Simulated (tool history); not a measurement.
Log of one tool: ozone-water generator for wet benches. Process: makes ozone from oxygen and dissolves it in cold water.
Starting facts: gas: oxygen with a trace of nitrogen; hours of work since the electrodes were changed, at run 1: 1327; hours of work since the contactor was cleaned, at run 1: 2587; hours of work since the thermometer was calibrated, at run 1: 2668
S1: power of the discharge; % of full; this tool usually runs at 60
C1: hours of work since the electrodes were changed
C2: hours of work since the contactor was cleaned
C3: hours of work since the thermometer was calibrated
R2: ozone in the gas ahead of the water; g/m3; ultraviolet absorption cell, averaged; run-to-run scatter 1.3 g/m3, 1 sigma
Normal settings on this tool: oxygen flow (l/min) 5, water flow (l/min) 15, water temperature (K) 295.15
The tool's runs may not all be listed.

run 1 hour=0 | S1=60 oxygen_flow_(l/min)=5 water_flow_(l/min)=15 water_temperature_(K)=295.15 | C1=1327 C2=2587 C3=2668 | dissolved_ozone_(ppm)=30.6 R2=237.5
-- hour=39.3 water thermometer calibrated
run 2 hour=55.3 | S1=60 oxygen_flow_(l/min)=5 water_flow_(l/min)=13 water_temperature_(K)=295.15 | C1=1362 C2=2622 C3=10 | dissolved_ozone_(ppm)=32.6 R2=236
run 3 hour=104.6 | S1=60 oxygen_flow_(l/min)=5 water_flow_(l/min)=15 water_temperature_(K)=300.15 | C1=1393 C2=2653 C3=41 | dissolved_ozone_(ppm)=27.5 R2=235.8
run 4 hour=172.1 | S1=60 oxygen_flow_(l/min)=5 water_flow_(l/min)=15 water_temperature_(K)=300.15 | C1=1435 C2=2695 C3=83 | dissolved_ozone_(ppm)=27.5 R2=238.5
run 5 hour=244.5 | S1=60 oxygen_flow_(l/min)=5 water_flow_(l/min)=15 water_temperature_(K)=300.15 | C1=1481 C2=2740 C3=129 | dissolved_ozone_(ppm)=28 R2=236
run 6 hour=287.5 | S1=91 oxygen_flow_(l/min)=5 water_flow_(l/min)=15 water_temperature_(K)=295.15 | C1=1508 C2=2767 C3=156 | dissolved_ozone_(ppm)=38.9 R2=304.3
run 7 hour=361 | S1=68 oxygen_flow_(l/min)=5 water_flow_(l/min)=15 water_temperature_(K)=295.15 | C1=1554 C2=2814 C3=202 | dissolved_ozone_(ppm)=32.4 R2=253.4
run 8 hour=413.9 | S1=60 oxygen_flow_(l/min)=8.79 water_flow_(l/min)=15 water_temperature_(K)=295.15 | C1=1587 C2=2847 C3=235 | dissolved_ozone_(ppm)=27.2 R2=171.3
-- hour=430.1 water thermometer calibrated, once more
run 9 hour=458.4 | S1=60 oxygen_flow_(l/min)=5 water_flow_(l/min)=15 water_temperature_(K)=294.15 | C1=1615 C2=2875 C3=18 | dissolved_ozone_(ppm)=30.7 R2=235.3
run 10 hour=529 | S1=60 oxygen_flow_(l/min)=5 water_flow_(l/min)=15 water_temperature_(K)=294.15 | C1=1659 C2=2919 C3=62 | dissolved_ozone_(ppm)=30.5 R2=235.3
run 11 hour=584.6 | S1=60 oxygen_flow_(l/min)=5 water_flow_(l/min)=15 water_temperature_(K)=294.15 | C1=1694 C2=2954 C3=97 | dissolved_ozone_(ppm)=30.4 R2=236.8
run 12 hour=635.4 | S1=60 oxygen_flow_(l/min)=5 water_flow_(l/min)=15 water_temperature_(K)=295.15 | C1=1726 C2=2986 C3=129 | dissolved_ozone_(ppm)=29.9 R2=234.3
run 13 hour=709.9 | S1=60 oxygen_flow_(l/min)=5 water_flow_(l/min)=15 water_temperature_(K)=295.15 | C1=1773 C2=3033 C3=176 | dissolved_ozone_(ppm)=29.9 R2=235.5
run 14 hour=761.2 | S1=60 oxygen_flow_(l/min)=5 water_flow_(l/min)=15 water_temperature_(K)=295.15 | C1=1805 C2=3065 C3=208 | dissolved_ozone_(ppm)=29.9 R2=233.7
run 15 hour=812.2 | S1=60 oxygen_flow_(l/min)=5 water_flow_(l/min)=15 water_temperature_(K)=295.15 | C1=1837 C2=3097 C3=240 | dissolved_ozone_(ppm)=30 R2=233.7
run 16 hour=879.8 | S1=60 oxygen_flow_(l/min)=5 water_flow_(l/min)=15 water_temperature_(K)=295.15 | C1=1880 C2=3139 C3=283 | dissolved_ozone_(ppm)=29.7 R2=235.1
run 17 hour=917.8 | S1=60 oxygen_flow_(l/min)=5 water_flow_(l/min)=15 water_temperature_(K)=295.15 | C1=1903 C2=3163 C3=306 | dissolved_ozone_(ppm)=29.8 R2=235.2
run 18 hour=954 | S1=94 oxygen_flow_(l/min)=4.81 water_flow_(l/min)=14 water_temperature_(K)=294.15 | C1=1926 C2=3186 C3=329 | dissolved_ozone_(ppm)=42 R2=317.9
run 19 hour=999.1 | S1=94 oxygen_flow_(l/min)=4.81 water_flow_(l/min)=14 water_temperature_(K)=294.15 | C1=1954 C2=3214 C3=357 | dissolved_ozone_(ppm)=41.9 R2=312.3
run 20 hour=1065.9 | S1=71 oxygen_flow_(l/min)=4.81 water_flow_(l/min)=20 water_temperature_(K)=294.15 | C1=1996 C2=3256 C3=399 | dissolved_ozone_(ppm)=28.1 R2=265.1
run 21 hour=1119.9 | S1=71 oxygen_flow_(l/min)=4.81 water_flow_(l/min)=20 water_temperature_(K)=294.15 | C1=2030 C2=3290 C3=433 | dissolved_ozone_(ppm)=27.9 R2=264.2
run 22 hour=1188 | S1=87 oxygen_flow_(l/min)=5.41 water_flow_(l/min)=21 water_temperature_(K)=294.15 | C1=2073 C2=3333 C3=476 | dissolved_ozone_(ppm)=30.2 R2=278.3
run 23 hour=1248.4 | S1=97 oxygen_flow_(l/min)=5.01 water_flow_(l/min)=21 water_temperature_(K)=289.15 | C1=2111 C2=3371 C3=514 | dissolved_ozone_(ppm)=34.4 R2=308.4
run 24 hour=1304.6 | S1=97 oxygen_flow_(l/min)=5.01 water_flow_(l/min)=21 water_temperature_(K)=289.15 | C1=2146 C2=3406 C3=549 | dissolved_ozone_(ppm)=34.5 R2=313.1
run 25 hour=1348.3 | S1=60 oxygen_flow_(l/min)=5 water_flow_(l/min)=15 water_temperature_(K)=295.15 | C1=2174 C2=3434 C3=577 | dissolved_ozone_(ppm)=29.4 R2=230.8
run 26 hour=1397.5 | S1=56 oxygen_flow_(l/min)=5 water_flow_(l/min)=15 water_temperature_(K)=295.15 | C1=2205 C2=3465 C3=608 | dissolved_ozone_(ppm)=28.5 R2=224.4
run 27 hour=1443.3 | S1=56 oxygen_flow_(l/min)=5.9 water_flow_(l/min)=15 water_temperature_(K)=295.15 | C1=2234 C2=3493 C3=637 | dissolved_ozone_(ppm)=27.5 R2=203.6
run 28 hour=1514 | S1=98 oxygen_flow_(l/min)=4.6 water_flow_(l/min)=15 water_temperature_(K)=294.15 | C1=2278 C2=3538 C3=681 | dissolved_ozone_(ppm)=40.6 R2=329
run 29 hour=1561.4 | S1=60 oxygen_flow_(l/min)=2.73 water_flow_(l/min)=24 water_temperature_(K)=291.15 | C1=2308 C2=3568 C3=711 | dissolved_ozone_(ppm)=21.1 R2=327.6

Had the tool no unlogged condition, and each run kept its random variation, what would the results have been?
What the log doesn't record here: yield of the discharge, % of new electrodes'; contactor's efficiency, % of a clean one's; true water temperature over the reading, C; drift of the gauge itself on ozone_ppm, %; drift of the gauge itself on gas_g_m3, %.
run=1 dissolved_ozone_(ppm)=32.2 R2=245.4
run=2 dissolved_ozone_(ppm)=34.3 R2=244.1
run=3 dissolved_ozone_(ppm)=29 R2=244
run=4 dissolved_ozone_(ppm)=29 R2=247
run=5 dissolved_ozone_(ppm)=29.6 R2=244.6
run=6 dissolved_ozone_(ppm)=41.6 R2=319.1
run=7 dissolved_ozone_(ppm)=34.4 R2=264.1
run=8 dissolved_ozone_(ppm)=28.8 R2=178
run=9 dissolved_ozone_(ppm)=32.5 R2=244.7
run=10 dissolved_ozone_(ppm)=32.4 R2=244.9
run=11 dissolved_ozone_(ppm)=32.2 R2=246.6
run=12 dissolved_ozone_(ppm)=31.7 R2=244.3
run=13 dissolved_ozone_(ppm)=31.8 R2=245.8
run=14 dissolved_ozone_(ppm)=31.8 R2=244.1
run=15 dissolved_ozone_(ppm)=32 R2=244.2
run=16 dissolved_ozone_(ppm)=31.7 R2=245.9
run=17 dissolved_ozone_(ppm)=31.9 R2=246.1
run=18 dissolved_ozone_(ppm)=45.5 R2=337.6
run=19 dissolved_ozone_(ppm)=45.4 R2=332.1
run=20 dissolved_ozone_(ppm)=30.3 R2=279.6
run=21 dissolved_ozone_(ppm)=30.1 R2=278.9
run=22 dissolved_ozone_(ppm)=33 R2=296.2
run=23 dissolved_ozone_(ppm)=37.7 R2=329.8
run=24 dissolved_ozone_(ppm)=37.9 R2=335.2
run=25 dissolved_ozone_(ppm)=31.6 R2=243
run=26 dissolved_ozone_(ppm)=30.6 R2=235.9
run=27 dissolved_ozone_(ppm)=29.6 R2=214
run=28 dissolved_ozone_(ppm)=44.7 R2=353.6
run=29 dissolved_ozone_(ppm)=22.9 R2=345.9
